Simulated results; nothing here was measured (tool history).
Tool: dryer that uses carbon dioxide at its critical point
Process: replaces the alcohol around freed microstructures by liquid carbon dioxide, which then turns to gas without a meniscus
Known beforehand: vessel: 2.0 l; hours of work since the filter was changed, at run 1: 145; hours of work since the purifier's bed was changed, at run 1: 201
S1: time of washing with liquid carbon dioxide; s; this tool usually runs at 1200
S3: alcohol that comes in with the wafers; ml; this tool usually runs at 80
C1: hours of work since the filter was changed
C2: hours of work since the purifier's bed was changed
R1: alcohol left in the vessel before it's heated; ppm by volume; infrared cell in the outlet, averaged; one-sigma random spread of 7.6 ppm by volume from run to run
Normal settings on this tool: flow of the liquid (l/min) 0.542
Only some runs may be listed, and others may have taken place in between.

run 1 hour=0 | S1=1200 flow_of_the_liquid_(l/min)=0.542 S3=80 | C1=145 C2=201 | R1=491
run 2 hour=9.4 | S1=1200 flow_of_the_liquid_(l/min)=0.542 S3=101 | C1=152 C2=208 | R1=606
run 3 hour=15.1 | S1=1200 flow_of_the_liquid_(l/min)=0.542 S3=101 | C1=155 C2=211 | R1=604
run 4 hour=22.2 | S1=960 flow_of_the_liquid_(l/min)=0.542 S3=80 | C1=160 C2=216 | R1=1185
run 5 hour=27.9 | S1=1200 flow_of_the_liquid_(l/min)=0.542 S3=80 | C1=164 C2=220 | R1=505
run 6 hour=32.4 | S1=1200 flow_of_the_liquid_(l/min)=0.547 S3=80 | C1=167 C2=223 | R1=491
run 7 hour=38.9 | S1=1200 flow_of_the_liquid_(l/min)=0.547 S3=80 | C1=172 C2=228 | R1=491
run 8 hour=44 | S1=1200 flow_of_the_liquid_(l/min)=0.547 S3=80 | C1=175 C2=231 | R1=496
run 9 hour=53 | S1=1200 flow_of_the_liquid_(l/min)=0.542 S3=100 | C1=181 C2=237 | R1=644
run 10 hour=60.8 | S1=1140 flow_of_the_liquid_(l/min)=0.542 S3=100 | C1=187 C2=243 | R1=810
run 11 hour=67.8 | S1=1140 flow_of_the_liquid_(l/min)=0.542 S3=100 | C1=191 C2=247 | R1=812
run 12 hour=73.2 | S1=1140 flow_of_the_liquid_(l/min)=0.542 S3=100 | C1=195 C2=251 | R1=796
run 13 hour=79.1 | S1=1200 flow_of_the_liquid_(l/min)=0.542 S3=29 | C1=199 C2=255 | R1=223
run 14 hour=87.2 | S1=840 flow_of_the_liquid_(l/min)=0.542 S3=80 | C1=205 C2=261 | R1=1855
run 15 hour=91.9 | S1=840 flow_of_the_liquid_(l/min)=0.542 S3=80 | C1=208 C2=264 | R1=1915
run 16 hour=100.3 | S1=840 flow_of_the_liquid_(l/min)=0.898 S3=80 | C1=214 C2=270 | R1=277
run 17 hour=105.6 | S1=1200 flow_of_the_liquid_(l/min)=0.542 S3=64 | C1=217 C2=273 | R1=434
run 18 hour=110 | S1=1200 flow_of_the_liquid_(l/min)=0.542 S3=64 | C1=220 C2=276 | R1=454
run 19 hour=114.2 | S1=1200 flow_of_the_liquid_(l/min)=0.542 S3=64 | C1=223 C2=279 | R1=455
run 20 hour=120.6 | S1=1200 flow_of_the_liquid_(l/min)=0.542 S3=80 | C1=227 C2=283 | R1=551
run 21 hour=128 | S1=1200 flow_of_the_liquid_(l/min)=0.542 S3=80 | C1=232 C2=288 | R1=576
run 22 hour=133.7 | S1=1200 flow_of_the_liquid_(l/min)=0.542 S3=80 | C1=236 C2=292 | R1=554
run 23 hour=139.9 | S1=1200 flow_of_the_liquid_(l/min)=0.542 S3=80 | C1=241 C2=297 | R1=560
-- hour=143.8 inlet filter changed
run 24 hour=149.3 | S1=1200 flow_of_the_liquid_(l/min)=0.542 S3=80 | C1=4 C2=302 | R1=411
run 25 hour=157.2 | S1=1200 flow_of_the_liquid_(l/min)=0.542 S3=80 | C1=9 C2=308 | R1=422
run 26 hour=165.2 | S1=960 flow_of_the_liquid_(l/min)=0.357 S3=81 | C1=15 C2=313 | R1=3687
run 27 hour=170.8 | S1=960 flow_of_the_liquid_(l/min)=0.357 S3=81 | C1=18 C2=317 | R1=3652
run 28 hour=178 | S1=960 flow_of_the_liquid_(l/min)=0.357 S3=81 | C1=23 C2=322 | R1=3640
run 29 hour=182.5 | S1=960 flow_of_the_liquid_(l/min)=0.357 S3=81 | C1=26 C2=325 | R1=3744
run 30 hour=188.5 | S1=900 flow_of_the_liquid_(l/min)=0.342 S3=28 | C1=30 C2=329 | R1=1659
run 31 hour=192.7 | S1=960 flow_of_the_liquid_(l/min)=0.365 S3=24 | C1=33 C2=332 | R1=1070
run 32 hour=199.2 | S1=1080 flow_of_the_liquid_(l/min)=0.423 S3=24 | C1=38 C2=336 | R1=519
run 33 hour=208.9 | S1=1080 flow_of_the_liquid_(l/min)=0.423 S3=24 | C1=44 C2=343 | R1=531
run 34 hour=217 | S1=900 flow_of_the_liquid_(l/min)=0.841 S3=80 | C1=50 C2=348 | R1=224
run 35 hour=221.5 | S1=900 flow_of_the_liquid_(l/min)=0.841 S3=80 | C1=53 C2=351 | R1=222
run 36 hour=226.1 | S1=900 flow_of_the_liquid_(l/min)=0.841 S3=80 | C1=56 C2=355 | R1=236
run 37 hour=230.7 | S1=900 flow_of_the_liquid_(l/min)=0.841 S3=80 | C1=59 C2=358 | R1=229
run 38 hour=235.4 | S1=1740 flow_of_the_liquid_(l/min)=0.542 S3=35 | C1=62 C2=361 | R1=68
run 39 hour=244 | S1=1740 flow_of_the_liquid_(l/min)=0.578 S3=20 | C1=68 C2=367 | R1=68
run 40 hour=252.2 | S1=1200 flow_of_the_liquid_(l/min)=0.545 S3=54 | C1=74 C2=372 | R1=331
run 41 hour=261.3 | S1=1200 flow_of_the_liquid_(l/min)=0.545 S3=54 | C1=80 C2=379 | R1=316
run 42 hour=268.9 | S1=1200 flow_of_the_liquid_(l/min)=0.541 S3=44 | C1=85 C2=384 | R1=285
run 43 hour=273.1 | S1=1560 flow_of_the_liquid_(l/min)=0.373 S3=33 | C1=88 C2=387 | R1=337
run 44 hour=281.3 | S1=1080 flow_of_the_liquid_(l/min)=0.542 S3=80 | C1=94 C2=392 | R1=726
run 45 hour=290 | S1=840 flow_of_the_liquid_(l/min)=0.542 S3=80 | C1=100 C2=398 | R1=1761
run 46 hour=294.3 | S1=1020 flow_of_the_liquid_(l/min)=0.358 S3=80 | C1=103 C2=401 | R1=3273
run 47 hour=300.4 | S1=1020 flow_of_the_liquid_(l/min)=0.358 S3=80 | C1=107 C2=405 | R1=3321

For some of the steps in R1 from one run to the next: how much would appear even if the tool had no hidden state, given the settings, what came in and random variation, and how much remains for the hidden state plus any gauge scatter that the measured result and the result without hidden state don't share?
What the log doesn't record here: flow that reaches the vessel past the clogged filter, %; alcohol in the recycled carbon dioxide, ppm; drift of the gauge itself on alcohol_ppm, %.
Run 13 -> 14: S1 1200 -> 840, S3 29 -> 80. R1 +1632 ppm by volume: hidden state +295, all else +1337.
Run 15 -> 16: flow of the liquid (l/min) 0.542 -> 0.898. R1 -1638 ppm by volume: hidden state -281, all else -1357.
Run 23 -> 24: inlet filter changed. R1 -149 ppm by volume: hidden state -148, all else -1.
Run 25 -> 26: S1 1200 -> 960, flow of the liquid (l/min) 0.542 -> 0.357, S3 80 -> 81. R1 +3265 ppm by volume: hidden state +58, all else +3207.
Run 29 -> 30: S1 960 -> 900, flow of the liquid (l/min) 0.357 -> 0.342, S3 81 -> 28. R1 -2085 ppm by volume: hidden state -57, all else -2028.

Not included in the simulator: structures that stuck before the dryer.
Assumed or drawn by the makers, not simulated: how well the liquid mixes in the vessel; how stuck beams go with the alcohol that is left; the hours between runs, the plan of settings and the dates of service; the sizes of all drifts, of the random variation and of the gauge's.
